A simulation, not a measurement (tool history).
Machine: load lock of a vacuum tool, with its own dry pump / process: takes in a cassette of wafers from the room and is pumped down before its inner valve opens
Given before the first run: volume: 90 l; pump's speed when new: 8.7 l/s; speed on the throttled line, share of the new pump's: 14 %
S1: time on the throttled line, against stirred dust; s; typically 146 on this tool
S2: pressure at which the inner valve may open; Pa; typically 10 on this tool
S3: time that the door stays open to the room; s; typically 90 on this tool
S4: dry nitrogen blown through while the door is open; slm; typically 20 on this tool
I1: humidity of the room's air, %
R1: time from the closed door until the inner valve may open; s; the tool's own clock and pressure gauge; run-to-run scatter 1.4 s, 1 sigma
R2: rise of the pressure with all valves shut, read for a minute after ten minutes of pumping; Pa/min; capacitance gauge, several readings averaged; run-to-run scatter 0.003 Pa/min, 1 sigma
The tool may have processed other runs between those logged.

{"run": 1, "hour": 0.0, "S1": 146, "S2": 10, "S3": 90, "S4": 20, "I1": 42.3, "R1": 237.7, "R2": 0.126}
{"run": 2, "hour": 308.9, "S1": 146, "S2": 14, "S3": 90, "S4": 20, "I1": 48.5, "R1": 230.4, "R2": 0.138}
{"run": 3, "hour": 558.5, "S1": 146, "S2": 8, "S3": 90, "S4": 20, "I1": 43.6, "R1": 237.6, "R2": 0.136}
{"run": 4, "hour": 981.7, "S1": 146, "S2": 8, "S3": 90, "S4": 20, "I1": 45.8, "R1": 236.4, "R2": 0.146}
{"run": 5, "hour": 1319.8, "S1": 146, "S2": 10, "S3": 90, "S4": 20, "I1": 49.2, "R1": 238.2, "R2": 0.153}
{"run": 6, "hour": 1601.7, "S1": 146, "S2": 10, "S3": 90, "S4": 20, "I1": 44.2, "R1": 238.3, "R2": 0.16}
{"run": 7, "hour": 1802.7, "S1": 146, "S2": 10, "S3": 90, "S4": 20, "I1": 49.0, "R1": 239.2, "R2": 0.167}
{"run": 8, "hour": 2211.8, "S1": 188, "S2": 10, "S3": 90, "S4": 20, "I1": 44.9, "R1": 275.1, "R2": 0.173}
{"run": 9, "hour": 2452.2, "S1": 146, "S2": 10, "S3": 90, "S4": 20, "I1": 44.1, "R1": 239.0, "R2": 0.175}
{"run": 10, "hour": 2832.9, "S1": 146, "S2": 10, "S3": 90, "S4": 20, "I1": 47.6, "R1": 241.0, "R2": 0.188}
{"run": 11, "hour": 3049.8, "S1": 146, "S2": 10, "S3": 78, "S4": 20, "I1": 38.7, "R1": 242.1, "R2": 0.179}
{"run": 12, "hour": 3467.8, "S1": 146, "S2": 10, "S3": 78, "S4": 20, "I1": 44.0, "R1": 239.0, "R2": 0.196}
{"run": 13, "hour": 3716.0, "S1": 146, "S2": 10, "S3": 80, "S4": 20, "I1": 45.5, "R1": 239.4, "R2": 0.201}
{"run": 14, "hour": 3908.8, "S1": 235, "S2": 10, "S3": 90, "S4": 20, "I1": 44.0, "R1": 317.7, "R2": 0.2}
{"run": 15, "hour": 4293.2, "S1": 146, "S2": 10, "S3": 90, "S4": 20, "I1": 41.4, "R1": 241.6, "R2": 0.209}
{"run": 16, "hour": 4693.0, "S1": 146, "S2": 10, "S3": 90, "S4": 20, "I1": 42.9, "R1": 243.7, "R2": 0.228}
{"run": 17, "hour": 5073.6, "S1": 146, "S2": 10, "S3": 26, "S4": 20, "I1": 42.7, "R1": 243.0, "R2": 0.216}
{"run": 18, "hour": 5474.8, "S1": 146, "S2": 10, "S3": 26, "S4": 20, "I1": 46.8, "R1": 242.2, "R2": 0.221}
{"run": 19, "hour": 5746.6, "S1": 146, "S2": 10, "S3": 26, "S4": 20, "I1": 45.6, "R1": 244.3, "R2": 0.228}
{"run": 20, "hour": 6047.3, "S1": 146, "S2": 13, "S3": 217, "S4": 12, "I1": 44.3, "R1": 239.9, "R2": 0.297}
{"run": 21, "hour": 6333.2, "S1": 146, "S2": 13, "S3": 217, "S4": 12, "I1": 45.0, "R1": 242.7, "R2": 0.306}
{"run": 22, "hour": 6674.0, "S1": 146, "S2": 13, "S3": 217, "S4": 12, "I1": 41.0, "R1": 241.6, "R2": 0.31}
{"hour": 6786.1, "done": "dry pump taken out, an overhauled one fitted"}
{"run": 23, "hour": 7091.7, "S1": 159, "S2": 16, "S3": 53, "S4": 44, "I1": 46.3, "R1": 225.5, "R2": 0.265}
{"run": 24, "hour": 7458.1, "S1": 159, "S2": 16, "S3": 53, "S4": 44, "I1": 43.7, "R1": 228.2, "R2": 0.271}
{"run": 25, "hour": 7893.1, "S1": 92, "S2": 15, "S3": 111, "S4": 16, "I1": 44.1, "R1": 170.0, "R2": 0.313}
{"run": 26, "hour": 8348.8, "S1": 146, "S2": 9, "S3": 90, "S4": 20, "I1": 47.0, "R1": 224.3, "R2": 0.322}
{"run": 27, "hour": 8581.6, "S1": 146, "S2": 9, "S3": 90, "S4": 20, "I1": 46.0, "R1": 222.5, "R2": 0.323}
{"run": 28, "hour": 9034.7, "S1": 131, "S2": 10, "S3": 76, "S4": 10, "I1": 45.6, "R1": 211.5, "R2": 0.348}
{"run": 29, "hour": 9322.1, "S1": 131, "S2": 10, "S3": 76, "S4": 10, "I1": 45.4, "R1": 208.9, "R2": 0.349}
{"run": 30, "hour": 9557.1, "S1": 131, "S2": 10, "S3": 76, "S4": 10, "I1": 44.0, "R1": 210.7, "R2": 0.354}
{"run": 31, "hour": 9896.2, "S1": 186, "S2": 10, "S3": 76, "S4": 8, "I1": 52.9, "R1": 259.6, "R2": 0.383}
{"run": 32, "hour": 10100.4, "S1": 186, "S2": 10, "S3": 76, "S4": 8, "I1": 47.6, "R1": 257.8, "R2": 0.379}
{"run": 33, "hour": 10463.4, "S1": 186, "S2": 10, "S3": 76, "S4": 8, "I1": 41.3, "R1": 260.4, "R2": 0.395}
{"run": 34, "hour": 10825.3, "S1": 146, "S2": 10, "S3": 154, "S4": 4, "I1": 41.2, "R1": 223.7, "R2": 0.435}
{"run": 35, "hour": 11145.1, "S1": 146, "S2": 10, "S3": 154, "S4": 4, "I1": 47.8, "R1": 225.3, "R2": 0.439}
{"run": 36, "hour": 11527.2, "S1": 146, "S2": 10, "S3": 154, "S4": 4, "I1": 43.1, "R1": 224.3, "R2": 0.447}
{"run": 37, "hour": 11758.9, "S1": 146, "S2": 8, "S3": 120, "S4": 20, "I1": 42.8, "R1": 229.4, "R2": 0.42}

3 ways to go on from here, each from the tool as it stands after run 37. What would each give?
{"run": "A", "hour": 12049.9, "S1": 146, "S2": 8, "S3": 120, "S4": 20, "I1": 44.2, "R1": "?", "R2": "?"}
{"run": "B", "hour": 12049.9, "S1": 112, "S2": 10, "S3": 90, "S4": 20, "I1": 47.2, "R1": "?", "R2": "?"}
{"run": "C", "hour": 12049.9, "S1": 265, "S2": 10, "S3": 28, "S4": 38, "I1": 46.5, "R1": "?", "R2": "?"}

run=A R1=227.9 R2=0.429
run=B R1=196.7 R2=0.430
run=C R1=325.2 R2=0.399
The same runs, with their run-to-run variation unchanged, on a tool lacking any hidden condition would have given:
run=A R1=223.6 R2=0.052
run=B R1=192.3 R2=0.043
run=C R1=322.0 R2=0.014

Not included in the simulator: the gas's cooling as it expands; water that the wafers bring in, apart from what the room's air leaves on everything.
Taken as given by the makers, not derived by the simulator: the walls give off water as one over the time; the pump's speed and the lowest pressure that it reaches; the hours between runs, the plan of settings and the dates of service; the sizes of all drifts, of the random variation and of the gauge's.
